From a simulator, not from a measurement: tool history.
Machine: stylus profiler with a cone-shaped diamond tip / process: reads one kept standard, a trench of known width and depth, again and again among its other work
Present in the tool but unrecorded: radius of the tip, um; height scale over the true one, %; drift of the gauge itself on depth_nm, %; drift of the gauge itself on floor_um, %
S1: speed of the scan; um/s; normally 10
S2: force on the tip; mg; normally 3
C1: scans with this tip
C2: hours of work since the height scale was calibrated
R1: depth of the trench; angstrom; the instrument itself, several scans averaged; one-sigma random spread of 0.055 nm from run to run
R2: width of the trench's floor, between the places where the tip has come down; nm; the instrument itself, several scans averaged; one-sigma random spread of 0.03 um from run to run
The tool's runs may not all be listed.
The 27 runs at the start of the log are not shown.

{"run": 28, "hour": 309.9, "S1": 8, "S2": 1.7, "C1": 2815, "C2": 320, "R1": 2017.3, "R2": 47950}
{"run": 29, "hour": 321.5, "S1": 9, "S2": 1.22, "C1": 2889, "C2": 329, "R1": 2014.6, "R2": 47900}
{"run": 30, "hour": 329.9, "S1": 13, "S2": 5.83, "C1": 2942, "C2": 335, "R1": 2035, "R2": 47890}
{"run": 31, "hour": 336.9, "S1": 4, "S2": 7.1, "C1": 2986, "C2": 340, "R1": 2040.9, "R2": 47920}
{"run": 32, "hour": 345.3, "S1": 4, "S2": 6.06, "C1": 3038, "C2": 346, "R1": 2036.5, "R2": 47940}
{"run": 33, "hour": 354.4, "S1": 13, "S2": 2.67, "C1": 3096, "C2": 352, "R1": 2022.1, "R2": 47870}
{"run": 34, "hour": 364.8, "S1": 13, "S2": 2.67, "C1": 3161, "C2": 360, "R1": 2022.5, "R2": 47910}
{"run": 35, "hour": 376.4, "S1": 37, "S2": 2.67, "C1": 3234, "C2": 368, "R1": 2021.9, "R2": 47870}
{"run": 36, "hour": 391.7, "S1": 23, "S2": 7.39, "C1": 3330, "C2": 379, "R1": 2040.7, "R2": 47940}
{"run": 37, "hour": 406.7, "S1": 23, "S2": 7.39, "C1": 3425, "C2": 390, "R1": 2041, "R2": 47860}
{"run": 38, "hour": 413.8, "S1": 23, "S2": 7.39, "C1": 3470, "C2": 395, "R1": 2041.6, "R2": 47860}
{"run": 39, "hour": 427.1, "S1": 23, "S2": 7.39, "C1": 3553, "C2": 404, "R1": 2040.6, "R2": 47880}
{"run": 40, "hour": 439.4, "S1": 23, "S2": 4.76, "C1": 3631, "C2": 413, "R1": 2031.8, "R2": 47890}
{"run": 41, "hour": 454.2, "S1": 9, "S2": 5.42, "C1": 3724, "C2": 424, "R1": 2035.3, "R2": 47890}
{"run": 42, "hour": 466.8, "S1": 4, "S2": 4.33, "C1": 3803, "C2": 433, "R1": 2030.3, "R2": 47900}
{"run": 43, "hour": 483.3, "S1": 4, "S2": 4.33, "C1": 3907, "C2": 444, "R1": 2030.5, "R2": 47900}
{"run": 44, "hour": 493.2, "S1": 4, "S2": 4.33, "C1": 3969, "C2": 452, "R1": 2030.5, "R2": 47910}
{"run": 45, "hour": 499.9, "S1": 8, "S2": 7.3, "C1": 4011, "C2": 456, "R1": 2041.2, "R2": 47870}
{"run": 46, "hour": 511.1, "S1": 3, "S2": 4.06, "C1": 4082, "C2": 464, "R1": 2028.8, "R2": 47930}
{"run": 47, "hour": 521.0, "S1": 6, "S2": 7.65, "C1": 4144, "C2": 471, "R1": 2042.8, "R2": 47930}
{"run": 48, "hour": 528.1, "S1": 6, "S2": 7.65, "C1": 4189, "C2": 477, "R1": 2042.2, "R2": 47880}

3 ways to go on from here, each from the tool as it stands after run 48. What would each give?
{"run": "A", "hour": 544.4, "S1": 11, "S2": 7.65, "C1": 4291, "C2": 488, "R1": "?", "R2": "?"}
{"run": "B", "hour": 544.4, "S1": 6, "S2": 1.73, "C1": 4291, "C2": 488, "R1": "?", "R2": "?"}
{"run": "C", "hour": 544.4, "S1": 5, "S2": 6.2, "C1": 4291, "C2": 488, "R1": "?", "R2": "?"}

run=A R1=2041.9 R2=47820
run=B R1=2018.3 R2=47830
run=C R1=2036.9 R2=47950
With the hidden condition removed and each run's random variation left untouched, the same runs would have given:
run=A R1=2038.3 R2=47980
run=B R1=2014.8 R2=47990
run=C R1=2033.3 R2=48100
